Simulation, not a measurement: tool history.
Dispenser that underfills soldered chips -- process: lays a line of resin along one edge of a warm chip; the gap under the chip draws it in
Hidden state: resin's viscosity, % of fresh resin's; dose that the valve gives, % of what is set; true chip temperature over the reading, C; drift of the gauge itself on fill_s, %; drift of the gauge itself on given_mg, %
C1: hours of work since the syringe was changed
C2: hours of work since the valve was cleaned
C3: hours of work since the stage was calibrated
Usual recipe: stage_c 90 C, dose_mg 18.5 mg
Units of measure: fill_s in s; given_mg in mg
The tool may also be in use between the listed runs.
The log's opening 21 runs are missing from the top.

Run 22, hour 96.6: usual settings but stage_c 85 C, dose_mg 20.1 mg; C1 4; C2 31; C3 87. Result: fill_s 300.9 s, given_mg 19.85 mg.
Run 23, hour 100.8: usual settings but stage_c 85 C, dose_mg 20.1 mg; C1 7; C2 34; C3 90. Result: fill_s 332.1 s, given_mg 19.84 mg.
At hour 102: new syringe of resin.
Run 24, hour 105.8: usual settings but stage_c 85 C, dose_mg 20.1 mg; C1 2; C2 37; C3 93. Result: fill_s 287.7 s, given_mg 19.82 mg.
Run 25, hour 109.4: usual settings but stage_c 79 C; C1 5; C2 39; C3 95. Result: fill_s 410.8 s, given_mg 18.24 mg.
Run 26, hour 112.6: usual settings but stage_c 79 C; C1 7; C2 41; C3 97. Result: fill_s 447.6 s, given_mg 18.25 mg.
At hour 114: new syringe of resin.
Run 27, hour 115.9: usual settings but stage_c 79 C, dose_mg 17.6 mg; C1 1; C2 43; C3 99. Result: fill_s 363.9 s, given_mg 17.32 mg.
Run 28, hour 121.5: usual settings but stage_c 79 C, dose_mg 17.6 mg; C1 5; C2 47; C3 102. Result: fill_s 420.6 s, given_mg 17.28 mg.
At hour 125.6: dispensing valve cleaned and set on the balance.
Run 29, hour 126.2: usual settings but stage_c 79 C, dose_mg 17.6 mg; C1 7; C2 0; C3 105. Result: fill_s 458.5 s, given_mg 17.53 mg.
At hour 127: new syringe of resin.
Run 30, hour 131.5: usual settings but stage_c 99 C, dose_mg 17.4 mg; C1 3; C2 4; C3 108. Result: fill_s 170.9 s, given_mg 17.32 mg.
Run 31, hour 134.7: usual settings but stage_c 83 C; C1 5; C2 6; C3 110. Result: fill_s 350.1 s, given_mg 18.39 mg.
At hour 139.1: new syringe of resin.
Run 32, hour 140.8: usual settings but stage_c 83 C; C1 1; C2 9; C3 114. Result: fill_s 292.2 s, given_mg 18.37 mg.
Run 33, hour 143.6: usual settings but stage_c 83 C; C1 3; C2 11; C3 116. Result: fill_s 318 s, given_mg 18.32 mg.
Run 34, hour 147.5: usual settings but stage_c 83 C; C1 5; C2 14; C3 118. Result: fill_s 347.9 s, given_mg 18.37 mg.
At hour 151: new syringe of resin.
Run 35, hour 153.8: usual settings but dose_mg 22.7 mg; C1 2; C2 17; C3 122. Result: fill_s 215.3 s, given_mg 22.51 mg.
Run 36, hour 157: usual settings but dose_mg 22.7 mg; C1 4; C2 20; C3 124. Result: fill_s 237 s, given_mg 22.51 mg.
Run 37, hour 161.7: usual settings but dose_mg 22.7 mg; C1 7; C2 22; C3 127. Result: fill_s 264 s, given_mg 22.41 mg.

Predict each of these 3 candidate next runs independently; none follows another, all start after run 37:
At hour 162.7: new syringe of resin.
Run A, hour 165.2: usual settings but stage_c 96 C; C1 2; C2 25; C3 129. Result: fill_s ?, given_mg ?.
At hour 162.7: new syringe of resin.
Run B, hour 165.2: usual settings but stage_c 103 C, dose_mg 22.7 mg; C1 2; C2 25; C3 129. Result: fill_s ?, given_mg ?.
At hour 162.7: new syringe of resin.
Run C, hour 165.2: usual settings but stage_c 102 C, dose_mg 19.5 mg; C1 2; C2 25; C3 129. Result: fill_s ?, given_mg ?.

run  fill_s  given_mg
  A   175.8     18.29
  B   128.8     22.44
  C   136.9     19.26
What these runs would have given with no unlogged condition in the tool:
run  fill_s  given_mg
  A   158.2     18.51
  B   116.3     22.71
  C   123.5     19.49
